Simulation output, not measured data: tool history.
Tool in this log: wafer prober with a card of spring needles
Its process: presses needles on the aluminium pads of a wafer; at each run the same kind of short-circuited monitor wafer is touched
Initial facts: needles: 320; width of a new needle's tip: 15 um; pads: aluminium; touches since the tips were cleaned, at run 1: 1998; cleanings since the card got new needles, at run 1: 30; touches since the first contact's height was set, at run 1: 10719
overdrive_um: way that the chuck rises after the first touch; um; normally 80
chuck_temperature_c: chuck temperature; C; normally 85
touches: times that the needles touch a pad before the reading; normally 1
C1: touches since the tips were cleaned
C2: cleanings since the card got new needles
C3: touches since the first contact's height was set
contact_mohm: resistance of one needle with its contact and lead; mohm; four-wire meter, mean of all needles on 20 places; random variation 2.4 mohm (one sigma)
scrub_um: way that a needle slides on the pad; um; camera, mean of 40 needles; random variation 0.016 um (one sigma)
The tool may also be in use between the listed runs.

Run 1, hour 0: usual settings; C1 1998; C2 30; C3 10719. Result: contact_mohm 277 mohm, scrub_um 17.66 um.
At hour 8.6: tips cleaned on abrasive film.
At hour 20: tips cleaned on abrasive film.
Run 2, hour 23.3: usual settings; C1 1855; C2 32; C3 23572. Result: contact_mohm 280 mohm, scrub_um 17.62 um.
At hour 30.9: tips cleaned on abrasive film.
At hour 41.4: tips cleaned on abrasive film.
Run 3, hour 49.4: usual settings; C1 4433; C2 34; C3 37981. Result: contact_mohm 287 mohm, scrub_um 17.6 um.
At hour 53.2: tips cleaned on abrasive film.
Run 4, hour 63.1: usual settings; C1 5493; C2 35; C3 45522. Result: contact_mohm 286 mohm, scrub_um 17.57 um.
At hour 64.5: tips cleaned on abrasive film.
Run 5, hour 74.8: usual settings; C1 5740; C2 36; C3 52006. Result: contact_mohm 289 mohm, scrub_um 17.57 um.
At hour 77: tips cleaned on abrasive film.
At hour 88.4: tips cleaned on abrasive film.
Run 6, hour 90.5: usual settings; C1 1178; C2 38; C3 60653. Result: contact_mohm 278 mohm, scrub_um 17.55 um.
At hour 92.2: height of the first contact set anew.
At hour 100.8: tips cleaned on abrasive film.
Run 7, hour 105.8: usual settings; C1 2743; C2 39; C3 7517. Result: contact_mohm 281 mohm, scrub_um 17.65 um.
At hour 111.5: tips cleaned on abrasive film.
At hour 123.1: tips cleaned on abrasive film.
Run 8, hour 123.2: usual settings; C1 63; C2 41; C3 17116. Result: contact_mohm 269 mohm, scrub_um 17.62 um.
At hour 134.1: tips cleaned on abrasive film.
Run 9, hour 143.1: usual settings; C1 5016; C2 42; C3 28124. Result: contact_mohm 293 mohm, scrub_um 17.6 um.
At hour 145.5: tips cleaned on abrasive film.
At hour 152.8: tips cleaned on abrasive film, once more.
Run 10, hour 161.8: usual settings; C1 5029; C2 44; C3 38423. Result: contact_mohm 288 mohm, scrub_um 17.6 um.
At hour 163.7: tips cleaned on abrasive film.
At hour 174.5: tips cleaned on abrasive film.
Run 11, hour 174.5: usual settings; C1 0; C2 46; C3 45351. Result: contact_mohm 270 mohm, scrub_um 17.57 um.
At hour 185.3: tips cleaned on abrasive film.
At hour 197.1: tips cleaned on abrasive film.
Run 12, hour 199.4: usual settings; C1 1248; C2 48; C3 59102. Result: contact_mohm 281 mohm, scrub_um 17.56 um.
At hour 204.6: height of the first contact set anew.
At hour 208.4: tips cleaned on abrasive film.
Run 13, hour 212.5: usual settings; C1 2269; C2 49; C3 4328. Result: contact_mohm 283 mohm, scrub_um 17.65 um.
At hour 220.9: tips cleaned on abrasive film.
Run 14, hour 223.4: usual settings; C1 1407; C2 50; C3 10383. Result: contact_mohm 277 mohm, scrub_um 17.65 um.
At hour 231.9: tips cleaned on abrasive film.
Run 15, hour 240.4: usual settings; C1 4749; C2 51; C3 19770. Result: contact_mohm 283 mohm, scrub_um 17.64 um.
At hour 244: tips cleaned on abrasive film.
At hour 256.7: tips cleaned on abrasive film.
Run 16, hour 264.6: usual settings; C1 4381; C2 53; C3 33114. Result: contact_mohm 286 mohm, scrub_um 17.63 um.
At hour 268.5: tips cleaned on abrasive film.
At hour 281: tips cleaned on abrasive film.
Run 17, hour 285.5: usual settings but touches 3; C1 2490; C2 55; C3 44629. Result: contact_mohm 273 mohm, scrub_um 17.58 um.
At hour 292.2: tips cleaned on abrasive film.
At hour 304: tips cleaned on abrasive film.
Run 18, hour 307.7: usual settings but touches 2; C1 2110; C2 57; C3 56904. Result: contact_mohm 279 mohm, scrub_um 17.56 um.
At hour 316: tips cleaned on abrasive film.
At hour 316.3: height of the first contact set anew.
At hour 327.1: tips cleaned on abrasive film.
Run 19, hour 329.7: usual settings but touches 2; C1 1469; C2 59; C3 7442. Result: contact_mohm 274 mohm, scrub_um 17.65 um.
At hour 339.4: tips cleaned on abrasive film.
Run 20, hour 343: usual settings but touches 2; C1 1976; C2 60; C3 14758. Result: contact_mohm 278 mohm, scrub_um 17.64 um.
At hour 351: tips cleaned on abrasive film.
Run 21, hour 358: usual settings but touches 2; C1 3902; C2 61; C3 23059. Result: contact_mohm 279 mohm, scrub_um 17.63 um.
At hour 362.7: tips cleaned on abrasive film.
At hour 374.6: tips cleaned on abrasive film.
Run 22, hour 374.6: usual settings but touches 2; C1 0; C2 63; C3 32177. Result: contact_mohm 275 mohm, scrub_um 17.6 um.
At hour 385.2: tips cleaned on abrasive film.
Run 23, hour 391.1: usual settings but overdrive_um 64 um, chuck_temperature_c 69 C, touches 2; C1 3278; C2 64; C3 41325. Result: contact_mohm 274 mohm, scrub_um 14.04 um.
At hour 396.5: tips cleaned on abrasive film.
Run 24, hour 404: usual settings but overdrive_um 83 um, chuck_temperature_c 81 C; C1 4153; C2 65; C3 48414. Result: contact_mohm 282 mohm, scrub_um 18.25 um.
At hour 408.8: tips cleaned on abrasive film.
At hour 419.3: tips cleaned on abrasive film.
Run 25, hour 419.7: usual settings; C1 219; C2 67; C3 57070. Result: contact_mohm 270 mohm, scrub_um 17.57 um.
At hour 428.6: height of the first contact set anew.
At hour 430.6: tips cleaned on abrasive film.
Run 26, hour 437.4: usual settings but overdrive_um 73 um, chuck_temperature_c 90 C, touches 2; C1 3752; C2 68; C3 4834. Result: contact_mohm 280 mohm, scrub_um 16.09 um.
At hour 441.5: tips cleaned on abrasive film.
Run 27, hour 448.8: usual settings but overdrive_um 85 um, chuck_temperature_c 29 C; C1 4090; C2 69; C3 11143. Result: contact_mohm 271 mohm, scrub_um 18.77 um.
At hour 452.3: tips cleaned on abrasive film.
At hour 464.3: tips cleaned on abrasive film.
Run 28, hour 469: usual settings but chuck_temperature_c 81 C; C1 2624; C2 71; C3 22284. Result: contact_mohm 278 mohm, scrub_um 17.61 um.
At hour 475.3: tips cleaned on abrasive film.
At hour 486.5: tips cleaned on abrasive film.
Run 29, hour 491.4: usual settings but chuck_temperature_c 81 C; C1 2694; C2 73; C3 34586. Result: contact_mohm 279 mohm, scrub_um 17.6 um.

Below are 4 alternative next runs, each starting from the tool's condition after run 29. Predict each:
At hour 497.6: tips cleaned on abrasive film.
At hour 508.8: tips cleaned on abrasive film.
Run A, hour 515.4: usual settings but overdrive_um 89 um, chuck_temperature_c 61 C; C1 3651; C2 75; C3 47838. Result: contact_mohm ?, scrub_um ?.
At hour 497.6: tips cleaned on abrasive film.
At hour 508.8: tips cleaned on abrasive film.
Run B, hour 515.4: usual settings but overdrive_um 64 um, chuck_temperature_c 81 C, touches 3; C1 3651; C2 75; C3 47838. Result: contact_mohm ?, scrub_um ?.
At hour 497.6: tips cleaned on abrasive film.
At hour 508.8: tips cleaned on abrasive film.
Run C, hour 515.4: usual settings; C1 3651; C2 75; C3 47838. Result: contact_mohm ?, scrub_um ?.
At hour 497.6: tips cleaned on abrasive film.
At hour 508.8: tips cleaned on abrasive film.
Run D, hour 515.4: usual settings but overdrive_um 91 um; C1 3651; C2 75; C3 47838. Result: contact_mohm ?, scrub_um ?.

run  contact_mohm  scrub_um
  A           276     19.54
  B           278     14.04
  C           280     17.57
  D           287     19.99
With the hidden condition removed and each run's random variation left untouched, the same runs would have given:
run  contact_mohm  scrub_um
  A           264     19.63
  B           271     14.13
  C           268     17.66
  D           275     20.07
